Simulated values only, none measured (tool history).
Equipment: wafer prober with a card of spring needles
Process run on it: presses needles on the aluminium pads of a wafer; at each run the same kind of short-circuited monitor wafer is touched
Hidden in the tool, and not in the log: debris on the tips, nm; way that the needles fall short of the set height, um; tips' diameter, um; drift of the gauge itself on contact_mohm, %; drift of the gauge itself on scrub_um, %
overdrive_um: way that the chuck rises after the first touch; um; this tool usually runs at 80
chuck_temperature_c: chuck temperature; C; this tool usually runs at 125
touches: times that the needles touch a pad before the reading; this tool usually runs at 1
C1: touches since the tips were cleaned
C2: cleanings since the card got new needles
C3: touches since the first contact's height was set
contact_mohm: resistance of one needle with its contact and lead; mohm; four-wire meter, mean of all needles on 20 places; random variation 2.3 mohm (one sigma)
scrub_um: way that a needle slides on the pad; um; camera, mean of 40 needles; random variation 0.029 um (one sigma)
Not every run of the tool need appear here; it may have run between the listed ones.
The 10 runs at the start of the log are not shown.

-- hour=345.5 tips cleaned on abrasive film
-- hour=360.1 tips cleaned on abrasive film
run 11 hour=360.1 | overdrive_um=72 chuck_temperature_c=125 touches=1 | C1=0 C2=32 C3=74464 | contact_mohm=257 scrub_um=14.58
-- hour=376.8 tips cleaned on abrasive film
run 12 hour=382.9 | overdrive_um=72 chuck_temperature_c=125 touches=1 | C1=2779 C2=33 C3=84752 | contact_mohm=255 scrub_um=14.58
-- hour=392.3 tips cleaned on abrasive film
-- hour=409 tips cleaned on abrasive film
run 13 hour=415.8 | overdrive_um=72 chuck_temperature_c=125 touches=1 | C1=3096 C2=35 C3=99613 | contact_mohm=258 scrub_um=14.59
-- hour=425.1 tips cleaned on abrasive film
-- hour=441.5 tips cleaned on abrasive film
-- hour=457 tips cleaned on abrasive film
run 14 hour=465.8 | overdrive_um=72 chuck_temperature_c=125 touches=1 | C1=3997 C2=38 C3=122167 | contact_mohm=257 scrub_um=14.49
-- hour=472.5 tips cleaned on abrasive film
-- hour=488.7 tips cleaned on abrasive film
-- hour=505.6 tips cleaned on abrasive film
run 15 hour=509.8 | overdrive_um=72 chuck_temperature_c=125 touches=1 | C1=1901 C2=41 C3=141996 | contact_mohm=258 scrub_um=14.54
-- hour=521.7 tips cleaned on abrasive film
-- hour=536.1 height of the first contact set anew
-- hour=539.7 tips cleaned on abrasive film
-- hour=553.9 tips cleaned on abrasive film
run 16 hour=553.9 | overdrive_um=72 chuck_temperature_c=36 touches=1 | C1=0 C2=44 C3=7996 | contact_mohm=228 scrub_um=14.56
-- hour=570.2 tips cleaned on abrasive film
run 17 hour=579.8 | overdrive_um=72 chuck_temperature_c=36 touches=1 | C1=4390 C2=45 C3=19742 | contact_mohm=229 scrub_um=14.6
-- hour=587 tips cleaned on abrasive film
-- hour=602 tips cleaned on abrasive film
-- hour=618.3 tips cleaned on abrasive film
-- hour=633.8 tips cleaned on abrasive film
run 18 hour=633.9 | overdrive_um=90 chuck_temperature_c=114 touches=1 | C1=50 C2=49 C3=44118 | contact_mohm=244 scrub_um=18.23
-- hour=649 tips cleaned on abrasive film
-- hour=664.2 tips cleaned on abrasive film
run 19 hour=664.2 | overdrive_um=69 chuck_temperature_c=110 touches=1 | C1=0 C2=51 C3=57783 | contact_mohm=253 scrub_um=13.94
-- hour=678.5 tips cleaned on abrasive film
-- hour=692.6 tips cleaned on abrasive film
run 20 hour=705.6 | overdrive_um=63 chuck_temperature_c=43 touches=2 | C1=5913 C2=53 C3=76515 | contact_mohm=235 scrub_um=12.75
-- hour=709.3 tips cleaned on abrasive film
-- hour=724.7 tips cleaned on abrasive film
-- hour=741 tips cleaned on abrasive film
run 21 hour=751 | overdrive_um=80 chuck_temperature_c=52 touches=1 | C1=4514 C2=56 C3=96963 | contact_mohm=233 scrub_um=16.16
-- hour=757.9 tips cleaned on abrasive film
-- hour=774.4 tips cleaned on abrasive film
-- hour=790 tips cleaned on abrasive film
run 22 hour=791.9 | overdrive_um=96 chuck_temperature_c=35 touches=2 | C1=861 C2=59 C3=115432 | contact_mohm=225 scrub_um=19.42

What does the tool deliver on the next run?
-- hour=804.5 tips cleaned on abrasive film
-- hour=820.6 tips cleaned on abrasive film
run 23 hour=821.9 | overdrive_um=60 chuck_temperature_c=39 touches=2 | C1=582 C2=61 C3=128925 | contact_mohm=? scrub_um=?

{"run 23": {"contact_mohm": 238, "scrub_um": 12.13}}
Had the tool carried no hidden state, the very same run would have given contact_mohm 238 mohm, scrub_um 12.13 um.
